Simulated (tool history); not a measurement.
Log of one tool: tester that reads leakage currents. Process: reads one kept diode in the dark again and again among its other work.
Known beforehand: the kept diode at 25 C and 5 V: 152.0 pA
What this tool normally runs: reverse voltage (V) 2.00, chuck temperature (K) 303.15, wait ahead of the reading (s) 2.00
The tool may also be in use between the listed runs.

| run | hour | reverse voltage (V) | chuck temperature (K) | wait ahead of the reading (s) | current that the tester gives (pA) |
|---|---|---|---|---|---|
| 1 | 0.0 | 2.00 | 303.15 | 2.00 | 149.34 |
| 2 | 79.7 | 2.00 | 301.15 | 2.00 | 130.02 |
| 3 | 157.2 | 2.00 | 303.15 | 2.00 | 149.89 |
| 4 | 244.0 | 2.00 | 303.15 | 2.00 | 149.08 |
| 5 | 292.1 | 2.00 | 303.15 | 6.53 | 149.87 |
| 6 | 340.0 | 2.00 | 303.15 | 6.53 | 148.56 |
| 7 | 405.0 | 2.00 | 303.15 | 2.00 | 148.96 |
| 8 | 491.4 | 2.00 | 303.15 | 2.00 | 150.00 |
| 9 | 573.3 | 5.02 | 303.15 | 2.00 | 221.07 |
| 10 | 653.8 | 5.02 | 303.15 | 2.00 | 220.69 |
| 11 | 740.3 | 2.00 | 307.15 | 2.00 | 198.45 |
| 12 | 786.8 | 2.00 | 319.15 | 2.00 | 450.37 |
| 13 | 865.1 | 2.00 | 319.15 | 2.00 | 448.03 |
| 14 | 951.9 | 2.00 | 319.15 | 2.00 | 451.46 |
| 15 | 1029.7 | 2.00 | 296.15 | 2.00 | 88.98 |
| 16 | 1118.5 | 2.00 | 296.15 | 2.00 | 88.77 |
| 17 | 1185.4 | 2.00 | 296.15 | 2.00 | 89.19 |
| 18 | 1263.1 | 2.00 | 296.15 | 2.00 | 88.90 |
| 19 | 1313.1 | 2.00 | 296.15 | 2.00 | 88.43 |
| 20 | 1390.3 | 2.00 | 310.15 | 0.35 | 245.58 |
| 21 | 1470.8 | 2.36 | 310.15 | 9.24 | 264.16 |
| 22 | 1535.8 | 16.14 | 331.15 | 3.03 | 2315.22 |
|  | 1546.0 | chuck's temperature calibrated |
| 23 | 1576.3 | 2.00 | 312.15 | 2.23 | 281.75 |
| 24 | 1647.0 | 1.62 | 298.15 | 0.72 | 94.17 |
| 25 | 1708.4 | 2.00 | 303.15 | 3.51 | 149.34 |
| 26 | 1755.5 | 2.00 | 303.15 | 3.51 | 148.57 |
| 27 | 1806.4 | 5.16 | 303.15 | 1.43 | 222.22 |
| 28 | 1889.6 | 5.16 | 303.15 | 1.43 | 222.83 |
| 29 | 1940.1 | 2.00 | 322.15 | 7.66 | 544.79 |
| 30 | 2010.1 | 1.26 | 304.15 | 3.08 | 131.72 |
| 31 | 2054.1 | 1.26 | 325.15 | 3.08 | 544.90 |
| 32 | 2125.7 | 9.33 | 298.15 | 8.52 | 197.35 |
| 33 | 2179.8 | 2.00 | 303.15 | 0.73 | 149.32 |
|  | 2226.7 | probe card cleaned and baked |
| 34 | 2271.1 | 2.00 | 303.15 | 0.73 | 150.26 |

4 options for the next run, each taken on its own from the tool as it stands now. Forecast them:
| A | 2318.7 | 6.47 | 309.15 | 0.32 | ? |
| B | 2318.7 | 12.21 | 321.15 | 0.73 | ? |
| C | 2318.7 | 2.00 | 322.15 | 0.73 | ? |
| D | 2318.7 | 6.24 | 303.15 | 0.73 | ? |

| run | current that the tester gives (pA) |
|---|---|
| A | 377.34 |
| B | 1097.62 |
| C | 545.47 |
| D | 243.70 |
Take away the tool's hidden state, keep each run's random variation, and the runs would have read:
| run | current that the tester gives (pA) |
|---|---|
| A | 377.56 |
| B | 1098.23 |
| C | 545.78 |
| D | 243.84 |
